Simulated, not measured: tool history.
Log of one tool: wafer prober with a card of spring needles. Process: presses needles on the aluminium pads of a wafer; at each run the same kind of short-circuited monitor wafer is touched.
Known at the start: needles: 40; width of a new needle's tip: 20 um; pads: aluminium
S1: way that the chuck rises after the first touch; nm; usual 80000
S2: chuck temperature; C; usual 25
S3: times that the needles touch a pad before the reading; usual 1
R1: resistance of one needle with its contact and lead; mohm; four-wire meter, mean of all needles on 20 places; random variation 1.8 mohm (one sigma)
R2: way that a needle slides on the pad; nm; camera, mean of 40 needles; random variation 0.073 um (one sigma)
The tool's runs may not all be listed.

run   hour     S1   S2  S3   R1     R2
  1    0.0  80000   25   1  193  14770
      14.2  -- tips cleaned on abrasive film
  2   37.7  80000   25   1  191  14760
      50.9  -- tips cleaned on abrasive film
  3   71.2  80000   25   1  198  14660
      87.5  -- tips cleaned on abrasive film
  4  106.1  80000   25   1  194  14720
     124.8  -- tips cleaned on abrasive film
  5  135.8  80000   25   1  195  14740
     160.6  -- tips cleaned on abrasive film
  6  168.2  80000   25   1  193  14890
     197.5  -- tips cleaned on abrasive film
  7  200.3  99000   25   1  192  18270
  8  222.8  80000   40   1  197  14630
     232.9  -- tips cleaned on abrasive film
  9  259.8  80000   40   1  197  14780
     268.2  -- tips cleaned on abrasive film
 10  293.6  75000   25   1  194  13860
     303.9  -- tips cleaned on abrasive film
 11  315.0  75000   25   1  195  13790
     340.9  -- tips cleaned on abrasive film
 12  344.8  80000   25   2  194  14720
 13  361.4  80000   25   2  196  14730
     376.4  -- tips cleaned on abrasive film
 14  387.5  88000   25   2  193  16220
     412.1  -- tips cleaned on abrasive film
 15  415.7  80000   25   2  195  14650
 16  439.3  80000   25   2  192  14750
     449.1  -- tips cleaned on abrasive film
 17  471.0  80000  113   3  212  14750
     485.2  -- tips cleaned on abrasive film
 18  500.2  80000  124   1  216  14680
     521.3  -- tips cleaned on abrasive film
 19  532.2  80000  124   1  215  14780
     558.6  -- tips cleaned on abrasive film
     558.9  -- height of the first contact set anew
 20  561.9  80000  124   1  217  14690
     595.3  -- tips cleaned on abrasive film
 21  595.3  80000  124   1  218  14710
 22  622.1  80000  124   1  217  14740
     631.6  -- tips cleaned on abrasive film
 23  660.1  77000  124   2  216  14120
     666.8  -- tips cleaned on abrasive film
 24  697.3  77000  124   2  218  14130
     705.3  -- tips cleaned on abrasive film
 25  720.5  80000   70   1  208  14620
     740.8  -- tips cleaned on abrasive film
 26  755.0  80000   70   1  202  14640
     776.5  -- tips cleaned on abrasive film
 27  786.6  80000  117   2  215  14670
 28  802.3  80000  117   2  215  14700
     813.3  -- tips cleaned on abrasive film
 29  820.2  80000  117   2  214  14640
     848.9  -- tips cleaned on abrasive film
 30  856.8  80000  117   2  215  14630
 31  878.2  80000   93   1  212  14820
     885.0  -- tips cleaned on abrasive film
 32  913.2  80000   93   2  205  14810

5 ways to go on from here, each from the tool as it stands after run 32. What would each give?
     921.8  -- tips cleaned on abrasive film
  A  930.3  66000   42   1   ?   ?
     921.8  -- tips cleaned on abrasive film
  B  930.3  80000  112   2   ?   ?
     921.8  -- tips cleaned on abrasive film
  C  930.3  80000   33   1   ?   ?
     921.8  -- tips cleaned on abrasive film
  D  930.3  83000   49   2   ?   ?
     921.8  -- tips cleaned on abrasive film
  E  930.3  80000   93   1   ?   ?

run   R1     R2
  A  203  12030
  B  212  14900
  C  197  14600
  D  200  15380
  E  213  14830
Without the tool's hidden state the same runs would have given:
run   R1     R2
  A  203  12030
  B  212  14900
  C  197  14610
  D  200  15380
  E  213  14830
